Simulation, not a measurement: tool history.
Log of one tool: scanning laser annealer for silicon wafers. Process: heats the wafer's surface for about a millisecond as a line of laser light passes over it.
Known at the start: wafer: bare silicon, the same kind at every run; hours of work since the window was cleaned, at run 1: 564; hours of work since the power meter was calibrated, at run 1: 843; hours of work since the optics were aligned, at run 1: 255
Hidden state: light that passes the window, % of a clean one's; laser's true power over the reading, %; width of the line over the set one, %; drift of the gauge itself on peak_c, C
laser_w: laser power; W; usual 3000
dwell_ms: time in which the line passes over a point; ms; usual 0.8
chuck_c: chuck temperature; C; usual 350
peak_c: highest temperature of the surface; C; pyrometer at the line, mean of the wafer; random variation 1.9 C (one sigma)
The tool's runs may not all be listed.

run	hour	laser_w	dwell_ms	chuck_c	hours of work since the window was cleaned	hours of work since the power meter was calibrated	hours of work since the optics were aligned	peak_c
1	0	3000	0.8	350	564	843	255	1159
2	59.3	3000	0.8	350	596	875	287	1157
3	97.7	3000	0.8	350	616	895	307	1151
4	145.2	3000	0.8	350	642	921	333	1155
5	195.7	3000	0.8	350	669	948	360	1152
6	277.2	3000	0.8	389	713	992	403	1190
7	323.1	3000	0.8	389	737	1016	428	1190
8	380.6	3000	0.8	389	768	1047	459	1190
9	443.7	3000	0.8	389	802	1081	493	1187
# hour 505.7: window over the wafer cleaned
10	507.8	3000	0.8	389	1	1114	526	1217
11	563.7	3000	0.8	389	31	1144	556	1214
12	598.6	3000	0.8	389	50	1163	575	1216
13	654.3	3000	0.8	389	80	1193	604	1211
14	693.1	3000	0.8	350	100	1213	625	1172
15	733.4	2927	0.8	350	122	1235	647	1146
16	780.7	2927	0.8	350	147	1260	672	1145
17	816.2	2901	0.8	350	166	1279	691	1136
18	900.8	2901	0.8	350	212	1325	737	1129
19	942.6	3000	0.8	350	234	1347	759	1166
20	1025.9	3000	0.8	350	279	1392	804	1166
21	1103.2	3000	0.896	382	320	1433	845	1234
22	1174.7	2614	0.927	370	359	1472	883	1105
23	1235.3	2614	0.927	370	391	1504	916	1102
24	1285	3000	0.577	388	418	1531	942	1088
25	1330.3	3194	0.8	350	442	1555	967	1224
26	1365.8	3036	0.567	350	461	1574	986	1047
27	1421.5	2790	0.824	350	491	1604	1016	1097
28	1489.6	2624	0.594	387	527	1640	1052	985
29	1529.1	2711	0.69	350	549	1662	1073	1014
30	1576.8	2711	0.69	350	574	1687	1099	1014
31	1622	2711	0.69	350	598	1711	1123	1008
32	1688	2683	0.766	356	634	1747	1159	1041
33	1740.6	2683	0.766	356	662	1775	1187	1038
34	1800.5	3266	0.8	389	694	1807	1219	1269
35	1850.7	2560	0.58	339	721	1834	1246	904
36	1916.8	2928	0.587	380	756	1869	1281	1047
# hour 1944.7: optics aligned, line set to its width
37	1971.1	3052	0.707	342	783	1896	14	1111
38	2036.7	3052	0.802	355	818	1931	49	1167
# hour 2067.5: window over the wafer cleaned
39	2108.6	3052	0.802	355	22	1968	87	1197
40	2166	3032	0.721	355	53	1999	118	1150

How the hidden state differs across the entries between the runs, from the last listed run before each to the first after it:
Between runs 9 and 10: window over the wafer cleaned (hour 505.7)
  light that passes the window, % of a clean one's: 97.03 -> 99.8; laser's true power over the reading, %: -0.16 -> -0.17; width of the line over the set one, %: 0.5 -> 0.53
  measured less the result without the state, peak_c: -34 -> -7 C
Between runs 36 and 37: optics aligned, line set to its width (hour 1944.7)
  light that passes the window, % of a clean one's: 97.11 -> 97.01; width of the line over the set one, %: 1.2 -> 0.09
  measured less the result without the state, peak_c: -32 -> -32 C
Between runs 38 and 39: window over the wafer cleaned (hour 2067.5)
  light that passes the window, % of a clean one's: 96.89 -> 99.64; width of the line over the set one, %: 0.13 -> 0.16
  measured less the result without the state, peak_c: -35 -> -8 C

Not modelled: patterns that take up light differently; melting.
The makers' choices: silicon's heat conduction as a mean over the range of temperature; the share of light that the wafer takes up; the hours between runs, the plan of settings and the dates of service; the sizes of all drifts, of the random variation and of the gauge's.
